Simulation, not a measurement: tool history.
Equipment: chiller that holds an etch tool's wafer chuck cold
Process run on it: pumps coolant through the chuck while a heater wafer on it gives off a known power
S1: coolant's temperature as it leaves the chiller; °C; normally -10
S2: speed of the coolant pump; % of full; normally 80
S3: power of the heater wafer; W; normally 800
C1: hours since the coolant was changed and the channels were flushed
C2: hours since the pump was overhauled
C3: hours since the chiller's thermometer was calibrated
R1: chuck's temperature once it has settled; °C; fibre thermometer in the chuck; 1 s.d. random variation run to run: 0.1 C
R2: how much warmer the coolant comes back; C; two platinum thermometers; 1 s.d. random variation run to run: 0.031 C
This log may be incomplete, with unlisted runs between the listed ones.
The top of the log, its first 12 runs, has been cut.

| run | hour | S1 | S2 | S3 | C1 | C2 | C3 | R1 | R2 |
|---|---|---|---|---|---|---|---|---|---|
| 13 | 1090.9 | -10 | 80 | 1041 | 1748 | 4114 | 2606 | 1.9 | 3.76 |
| 14 | 1189.1 | -10 | 80 | 1041 | 1846 | 4212 | 2704 | 1.7 | 3.78 |
| 15 | 1288.3 | -10 | 80 | 800 | 1945 | 4311 | 2803 | -1 | 2.87 |
| 16 | 1371.5 | -10 | 80 | 800 | 2028 | 4395 | 2886 | -1.2 | 2.91 |
| 17 | 1424.2 | -10 | 80 | 800 | 2081 | 4447 | 2939 | -1 | 2.87 |
| 18 | 1543.7 | -14 | 60 | 800 | 2201 | 4567 | 3059 | -3.2 | 3.82 |
| 19 | 1648.5 | -10 | 69 | 800 | 2306 | 4672 | 3163 | -0.1 | 3.33 |
| 20 | 1735.1 | -10 | 61 | 894 | 2392 | 4758 | 3250 | 2 | 4.24 |
| 21 | 1845.5 | -10 | 61 | 894 | 2503 | 4869 | 3360 | 1.9 | 4.24 |
| 22 | 1903.1 | -11 | 74 | 928 | 2560 | 4926 | 3418 | 0 | 3.63 |
| 23 | 1990.8 | -11 | 74 | 928 | 2648 | 5014 | 3506 | -0.2 | 3.61 |
| 24 | 2073.2 | -16 | 80 | 826 | 2730 | 5096 | 3588 | -6.6 | 2.95 |
| 25 | 2144.9 | -5 | 79 | 1012 | 2802 | 5168 | 3660 | 6.5 | 3.74 |
| 26 | 2212 | -10 | 80 | 800 | 2869 | 5235 | 3727 | -0.7 | 2.88 |
| 27 | 2267.5 | -10 | 80 | 1114 | 2925 | 5291 | 3782 | 2.6 | 4 |
|  | 2357.5 | chiller's thermometer calibrated |
| 28 | 2381.8 | -10 | 80 | 1114 | 3038 | 5404 | 24 | 2.5 | 3.99 |
| 29 | 2487.4 | -10 | 80 | 1114 | 3143 | 5510 | 130 | 2.8 | 3.99 |
| 30 | 2545.1 | -8 | 87 | 727 | 3201 | 5567 | 188 | -0.2 | 2.37 |

Run 31 comes next. What will it give?
| 31 | 2632 | 0 | 71 | 573 | 3288 | 5654 | 274 | ? | ? |

R1: 6.9 °C
R2: 2.31 C
With no hidden state in the tool, this same run would have given R1 6.9 °C, R2 2.3 C.
